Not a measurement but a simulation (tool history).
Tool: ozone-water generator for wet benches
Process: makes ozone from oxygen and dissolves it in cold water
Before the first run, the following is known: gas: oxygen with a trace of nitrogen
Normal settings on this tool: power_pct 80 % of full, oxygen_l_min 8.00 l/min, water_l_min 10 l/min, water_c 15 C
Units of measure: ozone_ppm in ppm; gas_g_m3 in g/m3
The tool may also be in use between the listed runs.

run	hour	power_pct	oxygen_l_min	water_l_min	water_c	ozone_ppm	gas_g_m3
1	0.0	80	8.00	10	15	49.3	257.9
2	112.2	80	8.00	14	15	40.0	256.3
3	322.1	58	8.00	14	15	33.1	214.4
4	506.1	58	10.05	14	15	32.0	191.3
5	682.7	58	10.05	14	15	31.9	188.6
6	784.0	58	10.05	14	15	31.6	189.0
7	908.9	58	11.00	14	15	31.1	179.4
8	1078.1	58	11.00	14	15	30.9	178.1
# hour 1217.7: water thermometer calibrated
9	1266.9	58	11.00	14	15	31.1	177.5
10	1424.8	80	8.00	10	15	47.5	249.0
11	1626.7	80	8.00	10	15	47.6	247.7
12	1740.1	80	8.00	10	15	47.2	249.7
13	1851.9	80	6.47	10	15	49.8	275.8
14	2000.8	55	8.00	10	15	38.1	202.9
# hour 2062.2: electrodes of the discharge changed
15	2148.9	80	8.00	10	9	63.6	294.3
16	2305.1	80	8.00	10	9	63.3	293.8
17	2512.5	80	8.00	10	9	62.7	291.5
18	2630.6	80	10.42	8	9	66.3	252.2
19	2752.8	80	5.17	8	21	60.2	366.8
20	2864.6	80	5.17	8	21	59.2	367.9
21	2988.2	42	5.17	8	21	39.7	245.3
22	3194.0	80	8.00	10	8	62.7	289.4
23	3304.9	70	8.00	7	15	59.0	266.6
24	3513.7	70	8.00	11	9	52.5	267.6
25	3711.8	70	8.00	11	9	52.2	263.5
26	3848.6	70	8.00	11	9	52.0	264.1
27	4043.3	70	8.00	11	9	51.5	262.7
28	4245.6	70	8.00	11	9	50.8	260.6
29	4439.5	70	5.54	11	23	40.9	315.3
30	4588.5	70	5.54	11	23	40.1	319.0
31	4791.4	70	8.00	13	15	40.1	259.2
32	4894.5	80	4.16	10	15	56.6	398.3

Each run again, without the hidden state but with its own random variation kept:
What the log doesn't record here: yield of the discharge, % of new electrodes'; contactor's efficiency, % of a clean one's; true water temperature over the reading, C; drift of the gauge itself on ozone_ppm, %; drift of the gauge itself on gas_g_m3, %.
run	ozone_ppm	gas_g_m3
1	58.1	296.1
2	47.4	294.9
3	38.5	241.5
4	37.4	216.1
5	37.5	213.8
6	37.4	214.6
7	37.0	204.2
8	36.9	203.3
9	36.8	203.5
10	57.9	294.8
11	58.4	294.4
12	58.3	297.6
13	61.8	329.4
14	45.8	234.4
15	66.5	295.5
16	66.6	295.9
17	66.4	294.8
18	70.2	255.7
19	64.1	372.8
20	63.2	374.6
21	42.3	248.5
22	68.1	296.5
23	63.5	273.1
24	57.7	275.1
25	57.8	272.0
26	57.9	273.3
27	57.7	272.8
28	57.4	271.6
29	46.5	329.7
30	45.8	334.3
31	46.5	272.7
32	65.4	421.6
